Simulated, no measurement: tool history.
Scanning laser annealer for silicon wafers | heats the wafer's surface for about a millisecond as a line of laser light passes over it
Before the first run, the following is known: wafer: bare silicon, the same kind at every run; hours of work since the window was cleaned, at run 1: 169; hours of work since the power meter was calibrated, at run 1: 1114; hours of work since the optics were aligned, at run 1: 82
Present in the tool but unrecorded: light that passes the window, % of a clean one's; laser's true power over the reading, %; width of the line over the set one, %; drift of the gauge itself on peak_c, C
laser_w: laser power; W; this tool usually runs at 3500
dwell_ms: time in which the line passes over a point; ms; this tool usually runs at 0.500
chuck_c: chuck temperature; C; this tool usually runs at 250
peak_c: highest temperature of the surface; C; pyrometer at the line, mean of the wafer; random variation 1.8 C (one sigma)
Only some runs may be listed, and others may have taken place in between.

run,day,laser_w,dwell_ms,chuck_c,hours of work since the window was cleaned,hours of work since the power meter was calibrated,hours of work since the optics were aligned,peak_c
1,0.000,3500,0.500,250,169,1114,82,979
2,1.788,3500,0.500,250,201,1145,113,974
3,2.892,3379,0.500,250,220,1165,132,944
4,4.338,3500,0.500,211,245,1190,158,937
5,5.579,3500,0.500,250,267,1212,180,976
6,7.075,3500,0.500,250,293,1238,206,980
7,7.988,3500,0.500,250,310,1254,222,974
8,9.762,3573,0.500,250,341,1286,253,999
9,10.992,3500,0.500,283,362,1307,275,1007
10,12.054,3500,0.500,250,381,1326,294,977
11,13.933,3677,0.500,250,414,1359,327,1022
12,15.654,3168,0.500,250,444,1389,357,889
13,16.562,3168,0.500,250,460,1405,373,891
14,18.088,3500,0.500,250,487,1432,400,977
15,19.979,3500,0.567,250,520,1465,433,1023
16,21.050,3500,0.567,250,539,1484,452,1022
17,21.833,3500,0.500,235,553,1498,465,962
18,23.338,3500,0.500,235,579,1524,492,964
19,24.279,3500,0.500,235,596,1541,508,960
20,25.821,3802,0.500,250,623,1568,535,1054
21,27.708,3802,0.500,250,656,1601,569,1054
22,28.879,3802,0.500,250,677,1621,589,1056
23,30.229,3087,0.541,273,700,1645,613,920
24,31.379,3623,0.541,226,721,1665,633,1016
25,32.279,3764,0.355,282,736,1681,649,951
26,33.921,3764,0.355,282,765,1710,678,952
27,35.762,3790,0.366,235,798,1742,710,922
# day 36.854: window over the wafer cleaned
28,36.854,3712,0.576,250,0,1760,728,1092
29,37.862,3500,0.468,286,18,1778,746,988
30,39.696,3219,0.519,237,50,1810,778,903
31,41.617,3219,0.519,237,84,1844,812,902
32,43.175,3219,0.519,237,111,1871,839,903
33,44.938,3567,0.411,277,142,1902,870,950
34,46.321,3814,0.413,259,166,1927,894,990
35,48.217,3814,0.378,251,200,1960,928,955
36,49.933,3704,0.500,258,230,1990,958,1037
37,50.862,3354,0.591,250,246,2006,974,999
38,52.512,3593,0.591,250,275,2035,1003,1063
39,54.204,3524,0.450,283,305,2065,1033,978
40,56.054,3144,0.450,254,337,2098,1065,855
41,57.388,3500,0.500,267,361,2121,1089,993

3 options for the next run, each taken on its own from the tool as it stands now. Forecast them:
A,58.462,3549,0.556,281,380,2140,1108,?
B,58.462,3228,0.366,240,380,2140,1108,?
C,58.462,3500,0.390,267,380,2140,1108,?

run,peak_c
A,1063
B,800
C,907
The same runs, with their run-to-run variation unchanged, on a tool lacking any hidden condition would have given:
run,peak_c
A,1064
B,801
C,907

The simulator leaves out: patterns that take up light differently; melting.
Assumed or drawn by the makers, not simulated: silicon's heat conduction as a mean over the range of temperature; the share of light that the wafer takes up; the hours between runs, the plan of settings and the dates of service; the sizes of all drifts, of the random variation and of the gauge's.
